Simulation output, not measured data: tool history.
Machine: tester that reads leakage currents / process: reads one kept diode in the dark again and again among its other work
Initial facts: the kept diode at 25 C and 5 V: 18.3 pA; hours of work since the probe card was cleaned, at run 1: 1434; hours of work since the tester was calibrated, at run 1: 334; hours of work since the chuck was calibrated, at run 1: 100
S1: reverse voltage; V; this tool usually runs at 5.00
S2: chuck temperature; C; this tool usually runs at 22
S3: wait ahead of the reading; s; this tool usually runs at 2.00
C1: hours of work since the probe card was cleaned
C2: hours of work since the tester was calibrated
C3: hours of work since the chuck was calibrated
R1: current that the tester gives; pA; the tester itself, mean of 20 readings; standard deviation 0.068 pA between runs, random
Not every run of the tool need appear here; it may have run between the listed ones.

run	hour	S1	S2	S3	C1	C2	C3	R1
1	0.0	5.00	22	2.00	1434	334	100	21.53
2	23.9	5.00	22	2.00	1445	345	111	21.63
3	53.8	5.00	22	2.00	1458	358	124	21.81
4	70.1	5.00	22	2.00	1465	365	131	21.88
5	107.8	5.00	22	9.86	1482	382	148	21.25
6	124.7	5.00	22	9.86	1489	389	156	21.25
7	160.8	5.00	56	2.00	1505	405	172	156.19
8	186.7	7.85	56	2.00	1517	417	183	193.10
9	203.5	7.85	56	2.00	1524	424	191	194.07
10	235.9	7.85	56	2.00	1539	439	205	193.72
11	265.8	7.85	56	2.00	1552	452	218	193.27
12	299.0	7.85	56	2.00	1567	467	233	194.53
13	320.2	5.00	22	2.00	1576	476	242	22.22
14	347.6	5.00	22	2.00	1588	488	254	22.34
15	375.7	5.00	22	2.00	1601	501	267	22.37
16	406.9	5.00	23	2.00	1615	514	281	23.54
# hour 431.7: probe card cleaned and baked
17	445.4	5.00	24	2.00	6	530	297	17.70
18	463.8	5.00	22	2.00	14	538	305	15.41
19	480.4	5.00	22	2.00	22	546	312	15.44
20	515.4	1.15	22	2.00	37	561	328	7.54
21	544.3	16.43	38	2.71	50	574	340	81.60
22	563.8	16.43	38	2.71	59	583	349	82.47
23	597.0	3.71	47	2.00	73	597	364	73.90
24	621.1	2.59	51	0.53	84	608	374	81.88
25	655.7	2.59	51	0.53	99	623	390	81.65
26	684.1	14.08	28	4.37	112	636	402	38.69
27	722.6	14.08	28	4.37	129	653	419	38.80
28	750.9	14.08	28	4.37	142	666	432	39.03
29	768.6	5.00	35	1.22	149	674	440	39.43
30	802.0	5.00	35	1.22	164	688	455	39.04
31	831.8	1.01	23	5.69	178	702	468	7.67
32	852.0	1.01	24	0.44	186	711	477	9.16
33	888.7	3.22	28	2.00	203	727	493	19.62
34	927.3	1.61	34	0.55	220	744	510	22.19
35	961.3	5.75	22	2.00	235	759	525	17.60
36	999.4	5.00	22	2.55	252	776	542	16.15
37	1016.3	15.03	44	1.24	259	783	550	120.24
38	1051.1	1.88	22	1.11	275	799	565	10.29
39	1084.0	1.88	22	1.11	289	814	580	10.36
40	1118.9	2.48	20	1.11	305	829	595	10.44

Predict each of these 4 candidate next runs independently; none follows another, all start after run 40:
A	1146.6	5.00	22	6.17	317	841	608	?
B	1146.6	1.66	20	0.85	317	841	608	?
C	1146.6	1.65	25	6.05	317	841	608	?
D	1146.6	2.89	21	2.00	317	841	608	?

run	R1
A	16.11
B	8.67
C	11.47
D	11.79
Take away the tool's hidden state, keep each run's random variation, and the runs would have read:
run	R1
A	15.04
B	8.40
C	11.28
D	11.24
